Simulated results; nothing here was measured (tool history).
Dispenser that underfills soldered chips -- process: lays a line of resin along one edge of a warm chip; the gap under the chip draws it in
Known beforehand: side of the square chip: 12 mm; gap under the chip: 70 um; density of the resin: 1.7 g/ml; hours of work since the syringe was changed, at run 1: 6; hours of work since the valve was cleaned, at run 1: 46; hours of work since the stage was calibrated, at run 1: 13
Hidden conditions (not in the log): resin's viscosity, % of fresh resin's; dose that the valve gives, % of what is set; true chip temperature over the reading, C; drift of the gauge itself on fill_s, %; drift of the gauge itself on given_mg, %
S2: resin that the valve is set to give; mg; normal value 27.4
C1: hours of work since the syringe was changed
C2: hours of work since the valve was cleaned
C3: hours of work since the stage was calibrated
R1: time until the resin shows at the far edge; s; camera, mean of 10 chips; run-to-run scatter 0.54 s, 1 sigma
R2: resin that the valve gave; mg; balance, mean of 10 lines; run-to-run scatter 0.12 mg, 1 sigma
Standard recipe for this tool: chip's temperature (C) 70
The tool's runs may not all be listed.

{"run": 1, "day": 0.0, "chip's temperature (C)": 70, "S2": 27.4, "C1": 6, "C2": 46, "C3": 13, "R1": 59.9, "R2": 26.45}
{"day": 0.058, "done": "new syringe of resin"}
{"run": 2, "day": 0.133, "chip's temperature (C)": 70, "S2": 27.4, "C1": 1, "C2": 48, "C3": 14, "R1": 49.6, "R2": 26.41}
{"run": 3, "day": 0.333, "chip's temperature (C)": 70, "S2": 27.4, "C1": 4, "C2": 51, "C3": 17, "R1": 55.1, "R2": 26.49}
{"day": 0.508, "done": "new syringe of resin"}
{"run": 4, "day": 0.529, "chip's temperature (C)": 70, "S2": 27.4, "C1": 0, "C2": 54, "C3": 20, "R1": 47.8, "R2": 26.54}
{"run": 5, "day": 0.625, "chip's temperature (C)": 70, "S2": 27.4, "C1": 2, "C2": 55, "C3": 22, "R1": 50.9, "R2": 26.51}
{"run": 6, "day": 0.729, "chip's temperature (C)": 70, "S2": 27.4, "C1": 3, "C2": 57, "C3": 23, "R1": 55.0, "R2": 26.16}
{"run": 7, "day": 0.862, "chip's temperature (C)": 70, "S2": 27.4, "C1": 5, "C2": 59, "C3": 25, "R1": 58.5, "R2": 26.47}
{"day": 0.967, "done": "new syringe of resin"}
{"run": 8, "day": 1.004, "chip's temperature (C)": 70, "S2": 27.4, "C1": 1, "C2": 61, "C3": 27, "R1": 47.5, "R2": 26.12}
{"run": 9, "day": 1.129, "chip's temperature (C)": 70, "S2": 27.4, "C1": 2, "C2": 63, "C3": 29, "R1": 52.7, "R2": 26.24}
{"run": 10, "day": 1.333, "chip's temperature (C)": 70, "S2": 27.4, "C1": 6, "C2": 66, "C3": 32, "R1": 59.5, "R2": 26.19}
{"day": 1.417, "done": "new syringe of resin"}
{"run": 11, "day": 1.512, "chip's temperature (C)": 70, "S2": 27.4, "C1": 1, "C2": 68, "C3": 35, "R1": 48.8, "R2": 26.16}
{"run": 12, "day": 1.7, "chip's temperature (C)": 70, "S2": 27.2, "C1": 4, "C2": 71, "C3": 38, "R1": 56.4, "R2": 25.9}
{"day": 1.871, "done": "new syringe of resin"}
{"run": 13, "day": 1.925, "chip's temperature (C)": 70, "S2": 27.4, "C1": 1, "C2": 74, "C3": 41, "R1": 47.8, "R2": 26.14}
{"run": 14, "day": 2.025, "chip's temperature (C)": 70, "S2": 27.4, "C1": 2, "C2": 76, "C3": 42, "R1": 50.8, "R2": 25.93}
{"run": 15, "day": 2.254, "chip's temperature (C)": 70, "S2": 27.4, "C1": 6, "C2": 79, "C3": 46, "R1": 58.8, "R2": 26.06}
{"day": 2.329, "done": "new syringe of resin"}
{"run": 16, "day": 2.492, "chip's temperature (C)": 70, "S2": 27.4, "C1": 2, "C2": 83, "C3": 49, "R1": 51.2, "R2": 26.01}
{"run": 17, "day": 2.629, "chip's temperature (C)": 70, "S2": 27.4, "C1": 5, "C2": 85, "C3": 51, "R1": 56.9, "R2": 26.13}
{"day": 2.783, "done": "new syringe of resin"}
{"run": 18, "day": 2.879, "chip's temperature (C)": 70, "S2": 27.4, "C1": 2, "C2": 89, "C3": 55, "R1": 49.8, "R2": 25.9}
{"run": 19, "day": 3.029, "chip's temperature (C)": 70, "S2": 25.0, "C1": 4, "C2": 91, "C3": 57, "R1": 56.9, "R2": 23.45}
{"day": 3.242, "done": "new syringe of resin"}
{"run": 20, "day": 3.267, "chip's temperature (C)": 67, "S2": 34.7, "C1": 0, "C2": 94, "C3": 61, "R1": 56.2, "R2": 32.35}
{"day": 3.408, "done": "dispensing valve cleaned and set on the balance"}
{"run": 21, "day": 3.546, "chip's temperature (C)": 75, "S2": 35.0, "C1": 4, "C2": 2, "C3": 64, "R1": 43.2, "R2": 34.8}
{"run": 22, "day": 3.667, "chip's temperature (C)": 58, "S2": 26.9, "C1": 6, "C2": 4, "C3": 66, "R1": 117.7, "R2": 26.73}
{"day": 3.742, "done": "new syringe of resin"}
{"run": 23, "day": 3.829, "chip's temperature (C)": 58, "S2": 26.9, "C1": 1, "C2": 6, "C3": 68, "R1": 96.2, "R2": 26.86}
{"run": 24, "day": 4.038, "chip's temperature (C)": 58, "S2": 26.9, "C1": 4, "C2": 9, "C3": 71, "R1": 109.7, "R2": 26.66}
{"day": 4.204, "done": "new syringe of resin"}
{"run": 25, "day": 4.229, "chip's temperature (C)": 68, "S2": 30.4, "C1": 0, "C2": 12, "C3": 74, "R1": 52.9, "R2": 30.44}
{"run": 26, "day": 4.462, "chip's temperature (C)": 85, "S2": 27.8, "C1": 4, "C2": 16, "C3": 78, "R1": 25.4, "R2": 27.61}
{"day": 4.654, "done": "new syringe of resin"}
{"run": 27, "day": 4.688, "chip's temperature (C)": 85, "S2": 27.8, "C1": 1, "C2": 19, "C3": 81, "R1": 23.0, "R2": 27.57}
{"run": 28, "day": 4.821, "chip's temperature (C)": 85, "S2": 27.8, "C1": 3, "C2": 21, "C3": 83, "R1": 24.9, "R2": 27.43}
{"run": 29, "day": 4.975, "chip's temperature (C)": 85, "S2": 27.8, "C1": 5, "C2": 23, "C3": 85, "R1": 27.6, "R2": 27.21}
{"day": 5.121, "done": "new syringe of resin"}
{"run": 30, "day": 5.133, "chip's temperature (C)": 64, "S2": 27.8, "C1": 0, "C2": 25, "C3": 87, "R1": 65.6, "R2": 26.96}
{"run": 31, "day": 5.346, "chip's temperature (C)": 64, "S2": 27.8, "C1": 3, "C2": 29, "C3": 91, "R1": 75.9, "R2": 27.09}
{"day": 5.571, "done": "new syringe of resin"}
{"run": 32, "day": 5.571, "chip's temperature (C)": 62, "S2": 28.3, "C1": 0, "C2": 32, "C3": 94, "R1": 74.5, "R2": 27.55}
{"run": 33, "day": 5.708, "chip's temperature (C)": 61, "S2": 26.7, "C1": 2, "C2": 34, "C3": 96, "R1": 87.5, "R2": 26.08}
{"run": 34, "day": 5.871, "chip's temperature (C)": 67, "S2": 26.3, "C1": 5, "C2": 36, "C3": 98, "R1": 67.5, "R2": 25.52}
{"day": 6.025, "done": "new syringe of resin"}
{"run": 35, "day": 6.121, "chip's temperature (C)": 84, "S2": 34.3, "C1": 1, "C2": 40, "C3": 102, "R1": 24.4, "R2": 33.26}
{"run": 36, "day": 6.267, "chip's temperature (C)": 84, "S2": 34.3, "C1": 4, "C2": 42, "C3": 104, "R1": 26.1, "R2": 33.4}
{"run": 37, "day": 6.442, "chip's temperature (C)": 84, "S2": 25.5, "C1": 6, "C2": 45, "C3": 107, "R1": 31.0, "R2": 24.57}

Each row is a separate what-if for the run after 37, all from the same tool condition, not one after another. Results?
{"day": 6.488, "done": "new syringe of resin"}
{"run": "A", "day": 6.642, "chip's temperature (C)": 84, "S2": 34.0, "C1": 2, "C2": 48, "C3": 110, "R1": "?", "R2": "?"}
{"day": 6.488, "done": "new syringe of resin"}
{"run": "B", "day": 6.642, "chip's temperature (C)": 85, "S2": 27.3, "C1": 2, "C2": 48, "C3": 110, "R1": "?", "R2": "?"}
{"day": 6.488, "done": "new syringe of resin"}
{"run": "C", "day": 6.642, "chip's temperature (C)": 73, "S2": 26.5, "C1": 2, "C2": 48, "C3": 110, "R1": "?", "R2": "?"}

run=A R1=25.3 R2=32.67
run=B R1=24.5 R2=26.47
run=C R1=45.8 R2=25.79
What these runs would have given with no unlogged condition in the tool:
run=A R1=21.9 R2=33.79
run=B R1=21.2 R2=27.38
run=C R1=39.5 R2=26.67

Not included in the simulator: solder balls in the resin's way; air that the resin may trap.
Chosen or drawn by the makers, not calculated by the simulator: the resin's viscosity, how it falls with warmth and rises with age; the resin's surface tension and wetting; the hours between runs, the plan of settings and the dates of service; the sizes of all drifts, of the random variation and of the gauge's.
